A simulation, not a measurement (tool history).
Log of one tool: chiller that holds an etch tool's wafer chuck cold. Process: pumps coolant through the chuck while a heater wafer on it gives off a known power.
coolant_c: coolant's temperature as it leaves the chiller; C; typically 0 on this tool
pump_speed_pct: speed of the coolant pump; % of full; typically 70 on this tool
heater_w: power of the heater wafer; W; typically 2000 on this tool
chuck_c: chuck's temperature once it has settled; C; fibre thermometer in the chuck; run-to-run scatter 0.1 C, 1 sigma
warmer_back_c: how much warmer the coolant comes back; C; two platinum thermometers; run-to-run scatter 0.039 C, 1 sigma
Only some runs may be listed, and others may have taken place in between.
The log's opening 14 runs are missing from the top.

run,hour,coolant_c,pump_speed_pct,heater_w,hours since the coolant was changed and the channels were flushed,hours since the pump was overhauled,hours since the chiller's thermometer was calibrated,chuck_c,warmer_back_c
15,1368.1,-6,69,1531,3317,1439,1350,13.7,6.59
16,1438.3,0,70,1153,3387,1509,1420,14.7,4.95
17,1542.7,0,70,1153,3491,1613,1525,14.6,4.88
18,1660.9,0,70,1153,3610,1731,1643,14.8,4.86
19,1777.3,2,82,2776,3726,1848,1759,32,9.93
20,1890.5,3,65,1386,3839,1961,1872,22,6.34
21,1985,3,65,1386,3934,2056,1967,22,6.43
22,2108.2,7,81,1184,4057,2179,2090,20,4.29
23,2217.7,10,79,1536,4166,2288,2199,27.1,5.71
24,2345.7,-4,69,1536,4294,2416,2327,15.9,6.63
25,2471.4,0,98,2000,4420,2542,2453,18.2,5.87
26,2594.3,-2,63,2213,4543,2665,2576,29.4,10.59
27,2712.4,3,96,2213,4661,2783,2694,23.4,6.64
28,2821.8,-2,71,1480,4770,2892,2804,16.5,6.2
29,2897.9,-2,71,1480,4847,2968,2880,16.7,6.25
30,2975,9,97,2000,4924,3045,2957,27.4,5.95
31,3071.3,9,77,1901,5020,3142,3053,31.2,7.27

3 ways to go on from here, each from the tool as it stands after run 31. What would each give?
A,3145,0,65,1348,5094,3215,3127,?,?
B,3145,9,77,2823,5094,3215,3127,?,?
C,3145,1,77,1614,5094,3215,3127,?,?

run,chuck_c,warmer_back_c
A,18.6,6.12
B,41.7,10.8
C,19.7,6.15
What these runs would have given with no unlogged condition in the tool:
run,chuck_c,warmer_back_c
A,18.6,6.12
B,41.7,10.79
C,19.6,6.15
